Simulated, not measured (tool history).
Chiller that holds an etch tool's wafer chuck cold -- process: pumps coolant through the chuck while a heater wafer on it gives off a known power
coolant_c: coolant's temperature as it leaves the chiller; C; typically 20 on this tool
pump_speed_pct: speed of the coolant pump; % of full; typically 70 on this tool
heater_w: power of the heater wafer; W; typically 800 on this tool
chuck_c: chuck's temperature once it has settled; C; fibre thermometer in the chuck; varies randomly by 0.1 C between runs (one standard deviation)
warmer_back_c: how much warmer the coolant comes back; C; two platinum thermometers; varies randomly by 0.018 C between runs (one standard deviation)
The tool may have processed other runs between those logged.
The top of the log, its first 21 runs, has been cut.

-- hour=428.1 coolant pump overhauled
run 22 hour=448.9 | coolant_c=13 pump_speed_pct=74 heater_w=1116 | chuck_c=23 warmer_back_c=3.28
run 23 hour=463.6 | coolant_c=30 pump_speed_pct=73 heater_w=422 | chuck_c=33.6 warmer_back_c=1.26
run 24 hour=476.5 | coolant_c=18 pump_speed_pct=73 heater_w=488 | chuck_c=22.3 warmer_back_c=1.46
run 25 hour=495 | coolant_c=18 pump_speed_pct=73 heater_w=488 | chuck_c=22.3 warmer_back_c=1.44
run 26 hour=508.6 | coolant_c=26 pump_speed_pct=79 heater_w=940 | chuck_c=34 warmer_back_c=2.6
run 27 hour=530.7 | coolant_c=18 pump_speed_pct=61 heater_w=800 | chuck_c=25.7 warmer_back_c=2.89
-- hour=551.2 coolant pump overhauled, once more
run 28 hour=557.9 | coolant_c=17 pump_speed_pct=70 heater_w=432 | chuck_c=20.7 warmer_back_c=1.36
run 29 hour=573.9 | coolant_c=17 pump_speed_pct=70 heater_w=432 | chuck_c=20.8 warmer_back_c=1.33
run 30 hour=596.5 | coolant_c=28 pump_speed_pct=91 heater_w=1014 | chuck_c=35.9 warmer_back_c=2.35
run 31 hour=617.5 | coolant_c=22 pump_speed_pct=73 heater_w=599 | chuck_c=27.1 warmer_back_c=1.74

Below are 5 alternative next runs, each starting from the tool's condition after run 31. Predict each:
run A hour=643.7 | coolant_c=16 pump_speed_pct=68 heater_w=800 | chuck_c=? warmer_back_c=?
run B hour=643.7 | coolant_c=26 pump_speed_pct=64 heater_w=437 | chuck_c=? warmer_back_c=?
run C hour=643.7 | coolant_c=14 pump_speed_pct=88 heater_w=599 | chuck_c=? warmer_back_c=?
run D hour=643.7 | coolant_c=11 pump_speed_pct=87 heater_w=599 | chuck_c=? warmer_back_c=?
run E hour=643.7 | coolant_c=17 pump_speed_pct=80 heater_w=740 | chuck_c=? warmer_back_c=?

run=A chuck_c=23.5 warmer_back_c=2.56
run=B chuck_c=30.4 warmer_back_c=1.48
run=C chuck_c=18.8 warmer_back_c=1.45
run=D chuck_c=15.8 warmer_back_c=1.46
run=E chuck_c=23.3 warmer_back_c=1.99
With no hidden state in the tool, these same runs would have given:
run=A chuck_c=23 warmer_back_c=2.56
run=B chuck_c=30.2 warmer_back_c=1.49
run=C chuck_c=18.5 warmer_back_c=1.45
run=D chuck_c=15.5 warmer_back_c=1.46
run=E chuck_c=22.9 warmer_back_c=1.99
